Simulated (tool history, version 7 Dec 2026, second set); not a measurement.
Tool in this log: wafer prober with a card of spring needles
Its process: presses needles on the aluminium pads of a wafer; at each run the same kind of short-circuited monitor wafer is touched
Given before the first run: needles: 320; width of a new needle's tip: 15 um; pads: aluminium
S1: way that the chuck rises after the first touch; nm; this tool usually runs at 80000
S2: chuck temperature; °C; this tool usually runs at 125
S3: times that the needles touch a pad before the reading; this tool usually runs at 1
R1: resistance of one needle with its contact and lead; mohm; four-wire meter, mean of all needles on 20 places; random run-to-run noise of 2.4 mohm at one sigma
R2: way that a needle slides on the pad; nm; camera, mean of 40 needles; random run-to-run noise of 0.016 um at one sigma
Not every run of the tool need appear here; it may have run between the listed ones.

| run | hour | S1 | S2 | S3 | R1 | R2 |
|---|---|---|---|---|---|---|
| 1 | 0.0 | 80000 | 125 | 1 | 268 | 14020 |
| 2 | 15.5 | 80000 | 125 | 1 | 268 | 14040 |
| 3 | 51.0 | 80000 | 125 | 1 | 272 | 14050 |
| 4 | 83.2 | 80000 | 125 | 1 | 270 | 14010 |
| 5 | 117.0 | 80000 | 125 | 1 | 265 | 14070 |
| 6 | 149.3 | 80000 | 125 | 1 | 265 | 14030 |
| 7 | 181.5 | 80000 | 125 | 1 | 266 | 14040 |
| 8 | 201.0 | 80000 | 125 | 1 | 270 | 14040 |
| 9 | 230.6 | 80000 | 125 | 1 | 273 | 14060 |
| 10 | 247.6 | 80000 | 125 | 1 | 271 | 14040 |
| 11 | 263.7 | 80000 | 125 | 1 | 268 | 14060 |
| 12 | 288.1 | 80000 | 125 | 1 | 269 | 14060 |
| 13 | 311.8 | 80000 | 125 | 1 | 264 | 14030 |
| 14 | 335.1 | 80000 | 125 | 1 | 273 | 14030 |
| 15 | 350.6 | 80000 | 125 | 1 | 270 | 14050 |
| 16 | 367.5 | 80000 | 125 | 1 | 267 | 14060 |
| 17 | 392.2 | 60000 | 72 | 2 | 261 | 10530 |
| 18 | 421.9 | 80000 | 125 | 2 | 265 | 14030 |
| 19 | 437.9 | 99000 | 123 | 1 | 269 | 17390 |
| 20 | 454.0 | 80000 | 71 | 3 | 259 | 14040 |
| 21 | 481.4 | 80000 | 71 | 3 | 252 | 14070 |
| 22 | 502.6 | 80000 | 98 | 2 | 264 | 14040 |
| 23 | 521.8 | 80000 | 125 | 2 | 265 | 14070 |
| 24 | 546.1 | 67000 | 125 | 1 | 266 | 11760 |
| 25 | 581.2 | 88000 | 44 | 2 | 241 | 15440 |
| 26 | 599.9 | 88000 | 44 | 2 | 247 | 15440 |
| 27 | 617.5 | 71000 | 80 | 1 | 260 | 12460 |
| 28 | 641.6 | 64000 | 125 | 2 | 273 | 11240 |
| 29 | 677.0 | 61000 | 43 | 1 | 251 | 10710 |
| 30 | 705.8 | 80000 | 122 | 1 | 267 | 14030 |

Missing from the log above: 51 entries noted between runs. For each, name the pair of listed runs it sits between and say how the tool's hidden condition differs from the listed run just before to the listed run just after:
After run 1, before run 2: tips cleaned on abrasive film (hour 7.0)
  debris on the tips, nm: 1.4 -> 1.6
After run 2, before run 3: tips cleaned on abrasive film (hour 22.5); tips cleaned on abrasive film (hour 38.7)
  debris on the tips, nm: 1.6 -> 1.9
After run 3, before run 4: tips cleaned on abrasive film (hour 53.9); tips cleaned on abrasive film (hour 68.8); tips cleaned on abrasive film (hour 83.2)
  debris on the tips, nm: 1.9 -> 0.2
After run 4, before run 5: tips cleaned on abrasive film (hour 98.2); tips cleaned on abrasive film (hour 112.8)
  debris on the tips, nm: 0.2 -> 1; way that the needles fall short of the set height, um: 0 -> 0.01
After run 5, before run 6: tips cleaned on abrasive film (hour 129.3); tips cleaned on abrasive film (hour 144.8)
  debris on the tips, nm: 1 -> 1.2
After run 6, before run 7: tips cleaned on abrasive film (hour 158.4); tips cleaned on abrasive film (hour 172.5)
  debris on the tips, nm: 1.2 -> 1.7
After run 7, before run 8: tips cleaned on abrasive film (hour 186.4); tips cleaned on abrasive film (hour 200.2)
  debris on the tips, nm: 1.7 -> 0.4
After run 8, before run 9: tips cleaned on abrasive film (hour 213.8); tips cleaned on abrasive film (hour 228.5)
  debris on the tips, nm: 0.4 -> 0.7
After run 9, before run 10: tips cleaned on abrasive film (hour 241.8)
  debris on the tips, nm: 0.7 -> 1.2
After run 10, before run 11: tips cleaned on abrasive film (hour 256.1)
  debris on the tips, nm: 1.2 -> 1.6
After run 11, before run 12: tips cleaned on abrasive film (hour 270.1); height of the first contact set anew (hour 283.6); tips cleaned on abrasive film (hour 286.4)
  debris on the tips, nm: 1.6 -> 0.6; way that the needles fall short of the set height, um: 0.01 -> 0
After run 12, before run 13: tips cleaned on abrasive film (hour 300.2)
  debris on the tips, nm: 0.6 -> 1.9
After run 13, before run 14: tips cleaned on abrasive film (hour 314.1); tips cleaned on abrasive film (hour 328.9)
  debris on the tips, nm: 1.9 -> 1.4
After run 14, before run 15: tips cleaned on abrasive film (hour 343.1)
  debris on the tips, nm: 1.4 -> 1.6
After run 15, before run 16: tips cleaned on abrasive film (hour 356.9)
  debris on the tips, nm: 1.6 -> 1.8
After run 16, before run 17: tips cleaned on abrasive film (hour 371.9); tips cleaned on abrasive film (hour 386.3)
  debris on the tips, nm: 1.8 -> 1.3; tips' diameter, um: 15 -> 15.01
After run 17, before run 18: tips cleaned on abrasive film (hour 399.9); tips cleaned on abrasive film (hour 414.4)
  debris on the tips, nm: 1.3 -> 1.5; way that the needles fall short of the set height, um: 0 -> 0.01
After run 18, before run 19: tips cleaned on abrasive film (hour 429.0)
  both runs share identical hidden conditions
After run 19, before run 20: tips cleaned on abrasive film (hour 443.2)
  debris on the tips, nm: 1.5 -> 1.7
After run 20, before run 21: tips cleaned on abrasive film (hour 457.5); tips cleaned on abrasive film (hour 471.2)
  debris on the tips, nm: 1.7 -> 1.8
After run 21, before run 22: tips cleaned on abrasive film (hour 486.2); tips cleaned on abrasive film (hour 500.9)
  debris on the tips, nm: 1.8 -> 0.6
After run 22, before run 23: tips cleaned on abrasive film (hour 514.2)
  debris on the tips, nm: 0.6 -> 1.6
After run 23, before run 24: tips cleaned on abrasive film (hour 527.9); tips cleaned on abrasive film (hour 541.5)
  debris on the tips, nm: 1.6 -> 1.1
After run 24, before run 25: tips cleaned on abrasive film (hour 556.5); tips cleaned on abrasive film (hour 571.9)
  debris on the tips, nm: 1.1 -> 1.7
After run 25, before run 26: tips cleaned on abrasive film (hour 586.4); tips cleaned on abrasive film (hour 599.9)
  debris on the tips, nm: 1.7 -> 0.1
After run 26, before run 27: height of the first contact set anew (hour 603.4); tips cleaned on abrasive film (hour 613.6)
  debris on the tips, nm: 0.1 -> 1.1; way that the needles fall short of the set height, um: 0.01 -> 0
After run 27, before run 28: tips cleaned on abrasive film (hour 628.4)
  debris on the tips, nm: 1.1 -> 1.9
After run 28, before run 29: tips cleaned on abrasive film (hour 644.5); tips cleaned on abrasive film (hour 659.3); tips cleaned on abrasive film (hour 675.0)
  debris on the tips, nm: 1.9 -> 0.6
After run 29, before run 30: tips cleaned on abrasive film (hour 689.1); tips cleaned on abrasive film (hour 704.1)
  both runs share identical hidden conditions
